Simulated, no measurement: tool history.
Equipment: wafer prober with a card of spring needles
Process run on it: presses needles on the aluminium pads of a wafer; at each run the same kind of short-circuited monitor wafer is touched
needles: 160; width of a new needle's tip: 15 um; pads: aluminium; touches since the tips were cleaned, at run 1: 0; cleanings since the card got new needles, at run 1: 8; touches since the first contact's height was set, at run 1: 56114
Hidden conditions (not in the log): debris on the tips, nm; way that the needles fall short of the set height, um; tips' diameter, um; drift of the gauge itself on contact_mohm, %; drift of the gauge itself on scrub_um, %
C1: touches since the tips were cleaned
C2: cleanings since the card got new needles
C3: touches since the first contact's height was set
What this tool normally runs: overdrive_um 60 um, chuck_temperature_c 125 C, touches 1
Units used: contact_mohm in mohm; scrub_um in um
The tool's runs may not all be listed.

{"run": 1, "hour": 0.0, "overdrive_um": 60, "chuck_temperature_c": 125, "touches": 1, "C1": 0, "C2": 8, "C3": 56114, "contact_mohm": 170, "scrub_um": 8.88}
{"run": 2, "hour": 5.7, "overdrive_um": 60, "chuck_temperature_c": 125, "touches": 1, "C1": 2276, "C2": 8, "C3": 58390, "contact_mohm": 169, "scrub_um": 8.86}
{"run": 3, "hour": 12.3, "overdrive_um": 60, "chuck_temperature_c": 125, "touches": 1, "C1": 4869, "C2": 8, "C3": 60983, "contact_mohm": 169, "scrub_um": 8.87}
{"hour": 16.3, "done": "tips cleaned on abrasive film"}
{"run": 4, "hour": 21.8, "overdrive_um": 60, "chuck_temperature_c": 125, "touches": 1, "C1": 2216, "C2": 9, "C3": 64737, "contact_mohm": 165, "scrub_um": 8.88}
{"run": 5, "hour": 27.9, "overdrive_um": 60, "chuck_temperature_c": 125, "touches": 1, "C1": 4634, "C2": 9, "C3": 67155, "contact_mohm": 168, "scrub_um": 8.87}
{"hour": 32.3, "done": "tips cleaned on abrasive film"}
{"run": 6, "hour": 33.5, "overdrive_um": 67, "chuck_temperature_c": 125, "touches": 1, "C1": 485, "C2": 10, "C3": 69327, "contact_mohm": 168, "scrub_um": 9.9}
{"run": 7, "hour": 43.9, "overdrive_um": 60, "chuck_temperature_c": 125, "touches": 1, "C1": 4603, "C2": 10, "C3": 73445, "contact_mohm": 170, "scrub_um": 8.88}
{"hour": 48.2, "done": "tips cleaned on abrasive film"}
{"run": 8, "hour": 50.7, "overdrive_um": 60, "chuck_temperature_c": 125, "touches": 2, "C1": 991, "C2": 11, "C3": 76085, "contact_mohm": 171, "scrub_um": 8.9}
{"run": 9, "hour": 57.0, "overdrive_um": 60, "chuck_temperature_c": 125, "touches": 2, "C1": 3509, "C2": 11, "C3": 78603, "contact_mohm": 167, "scrub_um": 8.92}
{"hour": 64.2, "done": "tips cleaned on abrasive film"}
{"run": 10, "hour": 64.3, "overdrive_um": 60, "chuck_temperature_c": 125, "touches": 2, "C1": 46, "C2": 12, "C3": 81470, "contact_mohm": 166, "scrub_um": 8.93}
{"run": 11, "hour": 70.2, "overdrive_um": 60, "chuck_temperature_c": 125, "touches": 2, "C1": 2381, "C2": 12, "C3": 83805, "contact_mohm": 167, "scrub_um": 8.92}
{"run": 12, "hour": 76.7, "overdrive_um": 60, "chuck_temperature_c": 125, "touches": 2, "C1": 4928, "C2": 12, "C3": 86352, "contact_mohm": 172, "scrub_um": 8.92}
{"hour": 79.8, "done": "tips cleaned on abrasive film"}
{"run": 13, "hour": 82.1, "overdrive_um": 60, "chuck_temperature_c": 125, "touches": 2, "C1": 920, "C2": 13, "C3": 88481, "contact_mohm": 171, "scrub_um": 8.92}
{"run": 14, "hour": 92.6, "overdrive_um": 60, "chuck_temperature_c": 125, "touches": 2, "C1": 5082, "C2": 13, "C3": 92643, "contact_mohm": 168, "scrub_um": 8.94}
{"hour": 95.8, "done": "tips cleaned on abrasive film"}
{"run": 15, "hour": 98.9, "overdrive_um": 60, "chuck_temperature_c": 125, "touches": 2, "C1": 1215, "C2": 14, "C3": 95076, "contact_mohm": 170, "scrub_um": 8.96}
{"run": 16, "hour": 107.8, "overdrive_um": 60, "chuck_temperature_c": 125, "touches": 2, "C1": 4761, "C2": 14, "C3": 98622, "contact_mohm": 167, "scrub_um": 8.97}
{"hour": 111.6, "done": "tips cleaned on abrasive film"}
{"run": 17, "hour": 116.9, "overdrive_um": 60, "chuck_temperature_c": 125, "touches": 2, "C1": 2084, "C2": 15, "C3": 102173, "contact_mohm": 168, "scrub_um": 8.93}
{"run": 18, "hour": 123.6, "overdrive_um": 60, "chuck_temperature_c": 125, "touches": 1, "C1": 4746, "C2": 15, "C3": 104835, "contact_mohm": 169, "scrub_um": 8.95}
{"hour": 127.2, "done": "tips cleaned on abrasive film"}
{"run": 19, "hour": 131.5, "overdrive_um": 45, "chuck_temperature_c": 34, "touches": 1, "C1": 1713, "C2": 16, "C3": 107937, "contact_mohm": 156, "scrub_um": 6.75}
{"hour": 142.8, "done": "tips cleaned on abrasive film"}
{"run": 20, "hour": 142.8, "overdrive_um": 45, "chuck_temperature_c": 34, "touches": 1, "C1": 0, "C2": 17, "C3": 112383, "contact_mohm": 159, "scrub_um": 6.71}
{"run": 21, "hour": 152.7, "overdrive_um": 45, "chuck_temperature_c": 34, "touches": 1, "C1": 3913, "C2": 17, "C3": 116296, "contact_mohm": 159, "scrub_um": 6.71}
{"hour": 158.4, "done": "tips cleaned on abrasive film"}
{"run": 22, "hour": 162.0, "overdrive_um": 45, "chuck_temperature_c": 26, "touches": 1, "C1": 1446, "C2": 18, "C3": 119959, "contact_mohm": 155, "scrub_um": 6.72}
{"run": 23, "hour": 171.0, "overdrive_um": 43, "chuck_temperature_c": 107, "touches": 3, "C1": 5004, "C2": 18, "C3": 123517, "contact_mohm": 171, "scrub_um": 6.42}
{"hour": 174.2, "done": "tips cleaned on abrasive film"}
{"run": 24, "hour": 181.3, "overdrive_um": 43, "chuck_temperature_c": 27, "touches": 3, "C1": 2836, "C2": 19, "C3": 127575, "contact_mohm": 158, "scrub_um": 6.44}
{"run": 25, "hour": 187.6, "overdrive_um": 62, "chuck_temperature_c": 125, "touches": 1, "C1": 5337, "C2": 19, "C3": 130076, "contact_mohm": 169, "scrub_um": 9.29}
{"hour": 189.7, "done": "tips cleaned on abrasive film"}
{"run": 26, "hour": 196.9, "overdrive_um": 62, "chuck_temperature_c": 125, "touches": 1, "C1": 2824, "C2": 20, "C3": 133702, "contact_mohm": 169, "scrub_um": 9.31}
{"run": 27, "hour": 204.0, "overdrive_um": 62, "chuck_temperature_c": 125, "touches": 1, "C1": 5644, "C2": 20, "C3": 136522, "contact_mohm": 167, "scrub_um": 9.26}
{"hour": 205.5, "done": "tips cleaned on abrasive film"}
{"run": 28, "hour": 212.0, "overdrive_um": 55, "chuck_temperature_c": 125, "touches": 1, "C1": 2550, "C2": 21, "C3": 139646, "contact_mohm": 168, "scrub_um": 8.26}
{"run": 29, "hour": 218.2, "overdrive_um": 43, "chuck_temperature_c": 45, "touches": 3, "C1": 5041, "C2": 21, "C3": 142137, "contact_mohm": 156, "scrub_um": 6.45}
{"hour": 221.2, "done": "tips cleaned on abrasive film"}
{"run": 30, "hour": 227.8, "overdrive_um": 60, "chuck_temperature_c": 125, "touches": 2, "C1": 2619, "C2": 22, "C3": 145886, "contact_mohm": 167, "scrub_um": 9.01}
{"hour": 231.3, "done": "height of the first contact set anew"}
{"run": 31, "hour": 233.0, "overdrive_um": 60, "chuck_temperature_c": 73, "touches": 1, "C1": 4558, "C2": 22, "C3": 660, "contact_mohm": 159, "scrub_um": 9.01}
{"hour": 237.7, "done": "tips cleaned on abrasive film"}
{"run": 32, "hour": 240.9, "overdrive_um": 77, "chuck_temperature_c": 125, "touches": 1, "C1": 1261, "C2": 23, "C3": 3758, "contact_mohm": 166, "scrub_um": 11.58}
{"run": 33, "hour": 250.3, "overdrive_um": 77, "chuck_temperature_c": 125, "touches": 2, "C1": 5004, "C2": 23, "C3": 7501, "contact_mohm": 165, "scrub_um": 11.59}
{"hour": 253.3, "done": "tips cleaned on abrasive film"}
{"run": 34, "hour": 257.8, "overdrive_um": 77, "chuck_temperature_c": 125, "touches": 2, "C1": 1762, "C2": 24, "C3": 10417, "contact_mohm": 164, "scrub_um": 11.59}

Forecast run 35:
{"run": 35, "hour": 264.7, "overdrive_um": 77, "chuck_temperature_c": 69, "touches": 2, "C1": 4515, "C2": 24, "C3": 13170, "contact_mohm": "?", "scrub_um": "?"}

contact_mohm: 157 mohm
scrub_um: 11.61 um
Without the tool's hidden state the same run would have given contact_mohm 157 mohm, scrub_um 11.38 um.

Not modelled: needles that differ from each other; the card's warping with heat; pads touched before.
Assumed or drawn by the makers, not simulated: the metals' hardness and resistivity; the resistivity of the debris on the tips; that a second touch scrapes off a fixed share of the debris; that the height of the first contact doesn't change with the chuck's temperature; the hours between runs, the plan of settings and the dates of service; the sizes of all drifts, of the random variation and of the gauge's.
